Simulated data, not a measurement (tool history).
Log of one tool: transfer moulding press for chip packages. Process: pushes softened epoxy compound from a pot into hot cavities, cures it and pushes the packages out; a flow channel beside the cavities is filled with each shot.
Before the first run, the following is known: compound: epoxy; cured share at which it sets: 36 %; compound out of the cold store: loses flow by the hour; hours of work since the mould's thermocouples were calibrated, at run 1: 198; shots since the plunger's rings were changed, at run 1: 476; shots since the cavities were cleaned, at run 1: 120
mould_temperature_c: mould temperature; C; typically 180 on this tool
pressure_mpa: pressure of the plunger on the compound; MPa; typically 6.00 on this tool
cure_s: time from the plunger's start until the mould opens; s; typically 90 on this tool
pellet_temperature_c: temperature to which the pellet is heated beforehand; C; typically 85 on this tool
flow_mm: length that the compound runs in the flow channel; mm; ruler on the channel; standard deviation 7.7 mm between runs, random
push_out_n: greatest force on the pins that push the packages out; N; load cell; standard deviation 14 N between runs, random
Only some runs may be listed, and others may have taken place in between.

| run | hour | mould_temperature_c | pressure_mpa | cure_s | pellet_temperature_c | hours of work since the mould's thermocouples were calibrated | shots since the plunger's rings were changed | shots since the cavities were cleaned | incoming compound's hours out of the cold store | flow_mm | push_out_n |
|---|---|---|---|---|---|---|---|---|---|---|---|
| 1 | 0.0 | 180 | 6.00 | 90 | 85 | 198 | 476 | 120 | 20.0 | 873 | 720 |
| 2 | 32.4 | 180 | 6.00 | 90 | 85 | 211 | 759 | 403 | 17.7 | 889 | 855 |
|  | 43.9 | cavities cleaned with cleaning compound and waxed |
| 3 | 84.0 | 180 | 6.00 | 90 | 85 | 231 | 1196 | 350 | 45.0 | 745 | 782 |
|  | 103.9 | cavities cleaned with cleaning compound and waxed |
| 4 | 124.2 | 180 | 6.00 | 90 | 85 | 247 | 1535 | 177 | 44.6 | 763 | 713 |
| 5 | 155.1 | 180 | 6.00 | 90 | 85 | 260 | 1805 | 447 | 24.5 | 831 | 851 |
|  | 161.8 | cavities cleaned with cleaning compound and waxed |
| 6 | 205.8 | 180 | 6.00 | 90 | 85 | 280 | 2235 | 384 | 28.1 | 808 | 803 |
|  | 218.6 | cavities cleaned with cleaning compound and waxed |
| 7 | 253.7 | 180 | 6.00 | 90 | 85 | 299 | 2640 | 307 | 14.1 | 875 | 822 |
|  | 278.1 | cavities cleaned with cleaning compound and waxed |
| 8 | 285.0 | 180 | 6.00 | 90 | 85 | 311 | 2901 | 60 | 41.1 | 756 | 622 |
|  | 338.3 | cavities cleaned with cleaning compound and waxed |
| 9 | 347.1 | 180 | 6.00 | 90 | 85 | 336 | 3430 | 77 | 19.1 | 841 | 719 |
| 10 | 389.9 | 180 | 6.00 | 90 | 85 | 354 | 3804 | 451 | 33.6 | 773 | 794 |
|  | 396.2 | cavities cleaned with cleaning compound and waxed |
| 11 | 427.1 | 180 | 6.00 | 90 | 85 | 368 | 4116 | 271 | 44.5 | 732 | 705 |
|  | 454.5 | cavities cleaned with cleaning compound and waxed |
| 12 | 456.8 | 183 | 6.00 | 90 | 85 | 380 | 4362 | 20 | 44.1 | 712 | 502 |
|  | 511.3 | cavities cleaned with cleaning compound and waxed |
|  | 523.8 | mould's thermocouples calibrated |
| 13 | 524.0 | 183 | 6.00 | 90 | 85 | 0 | 4919 | 94 | 10.8 | 856 | 629 |
|  | 569.9 | cavities cleaned with cleaning compound and waxed |
| 14 | 569.9 | 183 | 6.00 | 90 | 85 | 18 | 5307 | 0 | 13.6 | 848 | 598 |
| 15 | 599.1 | 174 | 6.95 | 90 | 85 | 30 | 5562 | 255 | 24.6 | 884 | 1251 |
|  | 628.3 | cavities cleaned with cleaning compound and waxed |
|  | 667.5 | plunger's sealing rings changed |
| 16 | 668.3 | 181 | 5.83 | 90 | 75 | 57 | 8 | 328 | 43.3 | 763 | 759 |
|  | 688.6 | cavities cleaned with cleaning compound and waxed |
| 17 | 711.2 | 177 | 6.00 | 90 | 85 | 74 | 369 | 197 | 28.4 | 844 | 974 |
|  | 744.8 | cavities cleaned with cleaning compound and waxed |
| 18 | 757.0 | 177 | 6.00 | 90 | 85 | 92 | 756 | 106 | 23.1 | 877 | 918 |
| 19 | 785.2 | 177 | 6.00 | 90 | 88 | 104 | 1002 | 352 | 15.3 | 905 | 1126 |
|  | 804.3 | cavities cleaned with cleaning compound and waxed |
| 20 | 844.7 | 182 | 4.75 | 83 | 94 | 127 | 1509 | 353 | 45.7 | 656 | 764 |
|  | 864.7 | cavities cleaned with cleaning compound and waxed |
| 21 | 888.8 | 177 | 6.00 | 90 | 82 | 145 | 1882 | 211 | 42.0 | 768 | 907 |
| 22 | 918.3 | 172 | 5.40 | 117 | 85 | 157 | 2139 | 468 | 25.3 | 806 | 841 |
|  | 924.6 | cavities cleaned with cleaning compound and waxed |
| 23 | 975.1 | 172 | 5.40 | 117 | 85 | 180 | 2623 | 442 | 19.0 | 851 | 899 |
|  | 983.8 | cavities cleaned with cleaning compound and waxed |
| 24 | 1009.2 | 172 | 6.19 | 123 | 79 | 193 | 2907 | 221 | 32.0 | 834 | 739 |
|  | 1042.1 | cavities cleaned with cleaning compound and waxed |
| 25 | 1062.0 | 172 | 6.19 | 123 | 79 | 214 | 3355 | 173 | 13.6 | 929 | 750 |
|  | 1098.7 | cavities cleaned with cleaning compound and waxed |
| 26 | 1105.9 | 180 | 4.70 | 90 | 85 | 232 | 3726 | 63 | 46.4 | 638 | 637 |
| 27 | 1134.8 | 180 | 4.70 | 90 | 85 | 243 | 3978 | 315 | 22.5 | 722 | 788 |

How would selected steps in flow_mm from run to run divide? Give the signed amount a tool lacking its hidden state would still show from settings, what came in and random variation, and the signed amount left for the hidden state, including any gauge scatter that is not in both of the compared results.
Unlogged tool condition in this case: true mould temperature over the reading, C; pressure that reaches the compound, % of what is set; grip of the stained cavities, % over clean ones'; drift of the gauge itself on flow_mm, %; drift of the gauge itself on push_out_n, %.
Run 12 -> 13: cavities cleaned with cleaning compound and waxed, mould's thermocouples calibrated. flow_mm +144 mm: hidden state -13, all else +157.
Run 15 -> 16: mould_temperature_c 174 -> 181, pressure_mpa 6.95 -> 5.83, pellet_temperature_c 85 -> 75, cavities cleaned with cleaning compound and waxed, plunger's sealing rings changed. flow_mm -121 mm: hidden state +69, all else -190.
Run 19 -> 20: mould_temperature_c 177 -> 182, pressure_mpa 6.00 -> 4.75, cure_s 90 -> 83, pellet_temperature_c 88 -> 94, cavities cleaned with cleaning compound and waxed. flow_mm -249 mm: hidden state -1, all else -248.
Run 25 -> 26: mould_temperature_c 172 -> 180, pressure_mpa 6.19 -> 4.70, cure_s 123 -> 90, pellet_temperature_c 79 -> 85, cavities cleaned with cleaning compound and waxed. flow_mm -291 mm: hidden state +10, all else -301.

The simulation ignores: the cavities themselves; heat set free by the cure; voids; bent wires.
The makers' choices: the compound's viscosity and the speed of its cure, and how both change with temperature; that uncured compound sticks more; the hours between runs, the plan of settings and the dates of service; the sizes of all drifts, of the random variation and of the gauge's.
